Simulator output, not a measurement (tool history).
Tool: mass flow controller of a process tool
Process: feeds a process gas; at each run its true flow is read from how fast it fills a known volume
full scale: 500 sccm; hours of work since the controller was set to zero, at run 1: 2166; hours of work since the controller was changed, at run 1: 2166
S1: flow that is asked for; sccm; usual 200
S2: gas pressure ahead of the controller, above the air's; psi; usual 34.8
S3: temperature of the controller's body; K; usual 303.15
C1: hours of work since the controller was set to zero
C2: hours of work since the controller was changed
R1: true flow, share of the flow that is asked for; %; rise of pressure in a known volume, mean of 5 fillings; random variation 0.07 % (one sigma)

Run 1, hour 0: usual settings; C1 2166; C2 2166. Result: R1 98.96 %.
Run 2, hour 206.2: usual settings; C1 2264; C2 2264. Result: R1 99 %.
Run 3, hour 379.6: usual settings; C1 2346; C2 2346. Result: R1 99.04 %.
Run 4, hour 602.4: usual settings but S1 375 sccm; C1 2453; C2 2453. Result: R1 99.53 %.
Run 5, hour 781.4: usual settings; C1 2538; C2 2538. Result: R1 99.07 %.
Run 6, hour 950.6: usual settings; C1 2619; C2 2619. Result: R1 99.09 %.
Run 7, hour 1098: usual settings but S3 298.15 K; C1 2689; C2 2689. Result: R1 98.76 %.
Run 8, hour 1283: usual settings but S3 298.15 K; C1 2777; C2 2777. Result: R1 98.69 %.
Run 9, hour 1412.2: usual settings; C1 2838; C2 2838. Result: R1 98.97 %.
Run 10, hour 1586.4: usual settings but S2 20.6 psi; C1 2921; C2 2921. Result: R1 99.5 %.
Run 11, hour 1777.9: usual settings but S2 20.6 psi; C1 3013; C2 3013. Result: R1 99.61 %.
Run 12, hour 2057: usual settings but S2 20.6 psi, S3 297.15 K; C1 3146; C2 3146. Result: R1 99.53 %.
Run 13, hour 2180.1: usual settings; C1 3204; C2 3204. Result: R1 98.86 %.
Run 14, hour 2358.1: usual settings; C1 3289; C2 3289. Result: R1 99.05 %.
Run 15, hour 2535.3: usual settings but S1 129 sccm, S2 22 psi, S3 301.15 K; C1 3374; C2 3374. Result: R1 99.26 %.
Run 16, hour 2812.2: usual settings but S1 129 sccm, S2 35.4 psi, S3 299.15 K; C1 3505; C2 3505. Result: R1 98.43 %.
Run 17, hour 2991.4: usual settings but S1 129 sccm, S2 35.7 psi, S3 302.15 K; C1 3591; C2 3591. Result: R1 98.71 %.
Run 18, hour 3239.7: usual settings but S1 129 sccm, S2 35.7 psi, S3 302.15 K; C1 3709; C2 3709. Result: R1 98.62 %.
Run 19, hour 3427.6: usual settings but S1 98 sccm, S2 32.9 psi, S3 299.15 K; C1 3799; C2 3799. Result: R1 98.41 %.
Run 20, hour 3671.5: usual settings but S1 98 sccm, S2 32.9 psi, S3 299.15 K; C1 3915; C2 3915. Result: R1 98.5 %.
Run 21, hour 3910.6: usual settings but S1 290 sccm, S3 301.15 K; C1 4029; C2 4029. Result: R1 99.21 %.
Run 22, hour 4120: usual settings but S1 290 sccm, S3 294.15 K; C1 4129; C2 4129. Result: R1 98.74 %.
Run 23, hour 4364.5: usual settings but S1 263 sccm, S2 21.9 psi, S3 297.15 K; C1 4245; C2 4245. Result: R1 99.48 %.
Run 24, hour 4495.5: usual settings but S1 77 sccm, S2 37.4 psi, S3 301.15 K; C1 4307; C2 4307. Result: R1 98.37 %.
Run 25, hour 4712.3: usual settings but S1 189 sccm, S2 21.9 psi, S3 300.15 K; C1 4411; C2 4411. Result: R1 99.5 %.
Run 26, hour 4868.7: usual settings but S1 189 sccm, S2 21.9 psi, S3 300.15 K; C1 4485; C2 4485. Result: R1 99.4 %.
Run 27, hour 5077.9: usual settings but S1 197 sccm, S2 21.9 psi, S3 306.15 K; C1 4585; C2 4585. Result: R1 99.83 %.

Run 28 comes next. What will it give?
Run 28, hour 5321.4: usual settings but S1 197 sccm, S2 21.9 psi, S3 299.15 K; C1 4701; C2 4701. Result: R1 ?.

R1: 99.38 %
Without the tool's hidden state the same run would have given R1 99.38 %.

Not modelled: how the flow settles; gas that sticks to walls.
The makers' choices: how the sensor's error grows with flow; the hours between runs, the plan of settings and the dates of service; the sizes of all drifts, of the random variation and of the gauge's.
